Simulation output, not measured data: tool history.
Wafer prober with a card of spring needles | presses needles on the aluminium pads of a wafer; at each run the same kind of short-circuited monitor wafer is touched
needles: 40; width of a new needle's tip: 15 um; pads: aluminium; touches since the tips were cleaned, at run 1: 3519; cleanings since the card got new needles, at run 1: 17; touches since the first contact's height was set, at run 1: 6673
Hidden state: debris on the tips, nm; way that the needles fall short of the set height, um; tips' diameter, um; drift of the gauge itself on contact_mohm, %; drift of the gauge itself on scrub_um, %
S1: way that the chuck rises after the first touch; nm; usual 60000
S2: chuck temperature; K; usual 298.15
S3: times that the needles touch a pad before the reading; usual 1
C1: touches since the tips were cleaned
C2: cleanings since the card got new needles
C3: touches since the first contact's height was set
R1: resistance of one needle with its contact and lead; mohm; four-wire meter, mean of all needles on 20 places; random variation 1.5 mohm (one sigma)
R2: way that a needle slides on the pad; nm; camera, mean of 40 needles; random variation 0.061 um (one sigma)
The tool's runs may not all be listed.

run	hour	S1	S2	S3	C1	C2	C3	R1	R2
1	0	60000	298.15	1	3519	17	6673	202	11320
# hour 5.3: tips cleaned on abrasive film
# hour 18.5: tips cleaned on abrasive film
# hour 31.1: tips cleaned on abrasive film
2	40.7	60000	298.15	1	5819	20	31033	216	11350
# hour 43.4: tips cleaned on abrasive film
# hour 54: tips cleaned on abrasive film
# hour 64.6: tips cleaned on abrasive film
# hour 75.8: tips cleaned on abrasive film
3	75.8	60000	298.15	1	0	24	51910	143	11250
# hour 88.4: tips cleaned on abrasive film
# hour 101.1: tips cleaned on abrasive film
4	103.9	60000	298.15	1	1642	26	68711	183	11120
# hour 111.8: tips cleaned on abrasive film
# hour 124.5: tips cleaned on abrasive film
# hour 137.3: tips cleaned on abrasive film
# hour 150.1: tips cleaned on abrasive film
5	155.6	60000	298.15	1	3319	30	99629	216	11120
# hour 160.9: tips cleaned on abrasive film
# hour 171.4: tips cleaned on abrasive film
# hour 182: tips cleaned on abrasive film
# hour 184.9: height of the first contact set anew
# hour 195.2: tips cleaned on abrasive film
# hour 208: tips cleaned on abrasive film
6	211	60000	298.15	1	1805	35	15614	187	10870
# hour 219: tips cleaned on abrasive film
# hour 229.5: tips cleaned on abrasive film
# hour 241.7: tips cleaned on abrasive film
7	241.7	60000	298.15	1	0	38	33932	147	10870
# hour 252.3: tips cleaned on abrasive film
# hour 264.9: tips cleaned on abrasive film
8	265.3	60000	321.15	1	258	40	48005	159	10800
# hour 275.9: tips cleaned on abrasive film
# hour 286.4: tips cleaned on abrasive film
# hour 299.6: tips cleaned on abrasive film
9	301.8	60000	321.15	1	1306	43	69813	183	10700
# hour 309.9: height of the first contact set anew, once more
# hour 312.7: tips cleaned on abrasive film
# hour 325.8: tips cleaned on abrasive film
# hour 338.6: tips cleaned on abrasive film
10	347.7	60000	321.15	1	5432	46	22545	225	11270
# hour 350.4: tips cleaned on abrasive film
# hour 363.2: tips cleaned on abrasive film
# hour 373.8: tips cleaned on abrasive film
11	376.1	43000	298.15	1	1399	49	39499	205	7980
# hour 386.7: tips cleaned on abrasive film
# hour 399.8: tips cleaned on abrasive film
12	400.4	43000	298.15	1	327	51	54018	176	7960
# hour 410.6: tips cleaned on abrasive film
# hour 423.6: tips cleaned on abrasive film
# hour 434.1: tips cleaned on abrasive film
13	439.4	77000	298.15	1	3155	54	77316	181	14360
# hour 444.8: tips cleaned on abrasive film
# hour 457.3: tips cleaned on abrasive film
14	463.7	77000	298.15	1	3823	56	91843	185	14340
# hour 469: tips cleaned on abrasive film
# hour 481.8: tips cleaned on abrasive film
# hour 492.4: tips cleaned on abrasive film
15	498.6	68000	298.15	1	3768	59	112735	201	12430
# hour 504: tips cleaned on abrasive film
# hour 504.3: height of the first contact set anew
# hour 517.5: tips cleaned on abrasive film
# hour 528: tips cleaned on abrasive film
# hour 541.2: tips cleaned on abrasive film
16	543.6	68000	298.15	1	1410	63	23487	169	12800
# hour 553.7: tips cleaned on abrasive film
# hour 566.5: tips cleaned on abrasive film
17	568.3	44000	298.15	1	1112	65	38295	208	8140
# hour 578.5: tips cleaned on abrasive film
# hour 591.4: tips cleaned on abrasive film
# hour 602.6: tips cleaned on abrasive film
18	602.6	46000	298.15	1	0	68	58780	158	8470
# hour 613.2: tips cleaned on abrasive film
# hour 623.8: tips cleaned on abrasive film
19	630	65000	343.15	2	3726	70	75122	180	12150
# hour 635.3: tips cleaned on abrasive film
# hour 645.9: tips cleaned on abrasive film
# hour 658.4: tips cleaned on abrasive film
# hour 671.3: tips cleaned on abrasive film
20	674.5	68000	343.15	1	1918	74	101716	193	12540
# hour 682.4: tips cleaned on abrasive film
# hour 693: tips cleaned on abrasive film
# hour 698.5: height of the first contact set anew
# hour 706.5: tips cleaned on abrasive film
21	711.3	54000	298.15	1	2865	77	7596	224	10140
# hour 719.2: tips cleaned on abrasive film
# hour 732: tips cleaned on abrasive film
# hour 742.6: tips cleaned on abrasive film
# hour 753.2: tips cleaned on abrasive film
# hour 765.6: tips cleaned on abrasive film
22	765.6	54000	373.15	2	0	82	40037	166	10030
# hour 778.7: tips cleaned on abrasive film
# hour 791.7: tips cleaned on abrasive film
23	793.2	54000	373.15	2	890	84	56531	175	10010
# hour 803.7: tips cleaned on abrasive film
# hour 814.3: tips cleaned on abrasive film
# hour 825.2: tips cleaned on abrasive film
24	825.2	64000	309.15	1	0	87	75658	153	11790
# hour 838.2: tips cleaned on abrasive film
# hour 851.1: tips cleaned on abrasive film
# hour 863.9: tips cleaned on abrasive film
25	866.6	66000	369.15	1	1608	90	100385	185	12270
# hour 874.6: tips cleaned on abrasive film
# hour 887.2: tips cleaned on abrasive film
# hour 892.6: height of the first contact set anew
# hour 900.6: tips cleaned on abrasive film
26	910.2	66000	369.15	1	5789	93	10521	230	12460
# hour 912.9: tips cleaned on abrasive film
# hour 923.5: tips cleaned on abrasive film
# hour 936.7: tips cleaned on abrasive film
# hour 947.2: tips cleaned on abrasive film
# hour 960: tips cleaned on abrasive film
27	965.7	41000	352.15	1	3422	98	43686	310	7610

4 ways to go on from here, each from the tool as it stands after run 27. What would each give?
# hour 971.1: tips cleaned on abrasive film
# hour 981.6: tips cleaned on abrasive film
# hour 994.5: tips cleaned on abrasive film
A	996.2	62000	332.15	1	1032	101	61897	?	?
# hour 971.1: tips cleaned on abrasive film
# hour 981.6: tips cleaned on abrasive film
# hour 994.5: tips cleaned on abrasive film
B	996.2	49000	301.15	2	1032	101	61897	?	?
# hour 971.1: tips cleaned on abrasive film
# hour 981.6: tips cleaned on abrasive film
# hour 994.5: tips cleaned on abrasive film
C	996.2	41000	344.15	2	1032	101	61897	?	?
# hour 971.1: tips cleaned on abrasive film
# hour 981.6: tips cleaned on abrasive film
# hour 994.5: tips cleaned on abrasive film
D	996.2	55000	394.15	1	1032	101	61897	?	?

run	R1	R2
A	174	11510
B	174	9140
C	196	7580
D	193	10280
Without the tool's hidden state the same runs would have given:
run	R1	R2
A	142	11690
B	142	9310
C	155	7750
D	156	10460
